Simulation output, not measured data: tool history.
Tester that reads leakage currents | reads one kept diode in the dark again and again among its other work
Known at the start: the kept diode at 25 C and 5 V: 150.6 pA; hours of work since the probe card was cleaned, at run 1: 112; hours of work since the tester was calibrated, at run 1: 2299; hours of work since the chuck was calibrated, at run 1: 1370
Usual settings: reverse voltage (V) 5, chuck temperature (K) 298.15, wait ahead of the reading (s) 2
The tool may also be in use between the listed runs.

run    hour  reverse voltage (V)  chuck temperature (K)  wait ahead of the reading (s)  hours of work since the probe card was cleaned  hours of work since the tester was calibrated  hours of work since the chuck was calibrated  current that the tester gives (pA)
  1       0                    5                 298.15                              2                                             112                                           2299                                          1370                              150.84
  2   235.5                    5                 298.15                              2                                             278                                           2466                                          1536                               150.9
  3   376.6                    5                 298.15                              2                                             378                                           2566                                          1636                              151.47
  4   596.8                16.94                 298.15                              2                                             534                                           2722                                          1792                              232.82
      769.6  -- chuck's temperature calibrated
  5     878                    5                 319.15                              2                                             732                                           2919                                            77                                 971
  6  1094.1                    5                 319.15                              2                                             885                                           3072                                           230                              969.07
  7  1273.7                    5                 319.15                              2                                            1012                                           3199                                           357                              971.51
  8  1425.5                    5                 298.15                              2                                            1119                                           3307                                           464                              151.97
  9  1640.9                    5                 298.15                           0.61                                            1272                                           3459                                           617                              151.54
 10  1810.4                    5                 298.15                           0.61                                            1392                                           3579                                           737                              151.62
 11  1977.9                    5                 295.15                           0.61                                            1510                                           3698                                           855                              113.62
 12  2103.9                    5                 295.15                           0.61                                            1600                                           3787                                           945                              113.98
 13  2266.5                    5                 298.15                              2                                            1715                                           3902                                          1060                              151.06
 14  2411.8                    5                 298.15                              2                                            1818                                           4005                                          1162                              151.58
 15    2623                    5                 303.15                              2                                            1967                                           4154                                          1312                              239.16
 16  2815.1                    5                 303.15                              2                                            2103                                           4290                                          1448                              240.07
 17    3090                    5                 303.15                           6.24                                            2298                                           4485                                          1643                              239.21
 18  3306.8                    5                 303.15                           6.24                                            2451                                           4638                                          1796                              240.93
     3486.7  -- chuck's temperature calibrated
 19  3534.7                    5                 303.15                           6.24                                            2611                                           4798                                            34                              240.66
 20    3812                    5                 303.15                           6.24                                            2807                                           4995                                           230                               240.7

Run 21 comes next. What will it give?
 21  3938.1                    5                 303.15                           6.24                                            2896                                           5084                                           320                                   ?

Run 21 gave current that the tester gives (pA) 240.18.
Without the tool's hidden state the same run would have given current that the tester gives (pA) 240.08.
